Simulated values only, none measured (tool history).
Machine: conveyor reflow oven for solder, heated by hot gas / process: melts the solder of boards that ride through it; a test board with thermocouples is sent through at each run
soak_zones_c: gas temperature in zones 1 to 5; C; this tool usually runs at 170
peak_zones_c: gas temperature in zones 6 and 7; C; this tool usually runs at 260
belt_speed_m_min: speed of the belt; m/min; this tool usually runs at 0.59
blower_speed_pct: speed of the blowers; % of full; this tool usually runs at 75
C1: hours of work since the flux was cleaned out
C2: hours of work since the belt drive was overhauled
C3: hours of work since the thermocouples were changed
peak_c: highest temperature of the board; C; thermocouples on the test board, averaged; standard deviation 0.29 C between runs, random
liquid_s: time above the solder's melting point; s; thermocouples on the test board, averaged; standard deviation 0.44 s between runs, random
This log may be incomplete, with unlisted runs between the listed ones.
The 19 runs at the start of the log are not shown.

{"run": 20, "hour": 284.7, "soak_zones_c": 184, "peak_zones_c": 252, "belt_speed_m_min": 0.513, "blower_speed_pct": 75, "C1": 69, "C2": 538, "C3": 644, "peak_c": 245.1, "liquid_s": 70.8}
{"run": 21, "hour": 297.4, "soak_zones_c": 184, "peak_zones_c": 252, "belt_speed_m_min": 0.513, "blower_speed_pct": 75, "C1": 78, "C2": 546, "C3": 652, "peak_c": 245.2, "liquid_s": 71.4}
{"run": 22, "hour": 313.8, "soak_zones_c": 170, "peak_zones_c": 260, "belt_speed_m_min": 0.59, "blower_speed_pct": 53, "C1": 88, "C2": 557, "C3": 663, "peak_c": 240.6, "liquid_s": 46.8}
{"run": 23, "hour": 330.3, "soak_zones_c": 170, "peak_zones_c": 266, "belt_speed_m_min": 0.517, "blower_speed_pct": 53, "C1": 99, "C2": 567, "C3": 673, "peak_c": 249.8, "liquid_s": 65.4}
{"run": 24, "hour": 343.8, "soak_zones_c": 170, "peak_zones_c": 269, "belt_speed_m_min": 0.592, "blower_speed_pct": 55, "C1": 107, "C2": 576, "C3": 682, "peak_c": 248, "liquid_s": 54.3}
{"run": 25, "hour": 360.6, "soak_zones_c": 170, "peak_zones_c": 269, "belt_speed_m_min": 0.592, "blower_speed_pct": 55, "C1": 118, "C2": 587, "C3": 693, "peak_c": 248.1, "liquid_s": 55.1}
{"run": 26, "hour": 377.6, "soak_zones_c": 170, "peak_zones_c": 260, "belt_speed_m_min": 0.605, "blower_speed_pct": 54, "C1": 129, "C2": 598, "C3": 704, "peak_c": 239.5, "liquid_s": 45}
{"run": 27, "hour": 391.8, "soak_zones_c": 170, "peak_zones_c": 260, "belt_speed_m_min": 0.605, "blower_speed_pct": 54, "C1": 138, "C2": 607, "C3": 713, "peak_c": 239.5, "liquid_s": 44.8}
{"run": 28, "hour": 403.5, "soak_zones_c": 170, "peak_zones_c": 260, "belt_speed_m_min": 0.605, "blower_speed_pct": 54, "C1": 146, "C2": 615, "C3": 721, "peak_c": 239.5, "liquid_s": 45.3}
{"run": 29, "hour": 421.5, "soak_zones_c": 174, "peak_zones_c": 260, "belt_speed_m_min": 0.59, "blower_speed_pct": 75, "C1": 158, "C2": 626, "C3": 732, "peak_c": 247.3, "liquid_s": 57.5}
{"run": 30, "hour": 435.4, "soak_zones_c": 174, "peak_zones_c": 260, "belt_speed_m_min": 0.59, "blower_speed_pct": 75, "C1": 167, "C2": 635, "C3": 741, "peak_c": 247.1, "liquid_s": 57.8}

Consider 3 possible next runs. They are alternatives, not a sequence: every one starts from the tool as it was left by run 30. What does each give?
{"run": "A", "hour": 455.5, "soak_zones_c": 170, "peak_zones_c": 260, "belt_speed_m_min": 0.582, "blower_speed_pct": 75, "C1": 179, "C2": 648, "C3": 754, "peak_c": "?", "liquid_s": "?"}
{"run": "B", "hour": 455.5, "soak_zones_c": 174, "peak_zones_c": 259, "belt_speed_m_min": 0.59, "blower_speed_pct": 75, "C1": 179, "C2": 648, "C3": 754, "peak_c": "?", "liquid_s": "?"}
{"run": "C", "hour": 455.5, "soak_zones_c": 175, "peak_zones_c": 260, "belt_speed_m_min": 0.59, "blower_speed_pct": 74, "C1": 179, "C2": 648, "C3": 754, "peak_c": "?", "liquid_s": "?"}

run=A peak_c=246.4 liquid_s=56
run=B peak_c=245.8 liquid_s=56.1
run=C peak_c=246.9 liquid_s=57.3
With the hidden condition removed and each run's random variation left untouched, the same runs would have given:
run=A peak_c=246.7 liquid_s=56.5
run=B peak_c=246.1 liquid_s=56.5
run=C peak_c=247.1 liquid_s=57.6
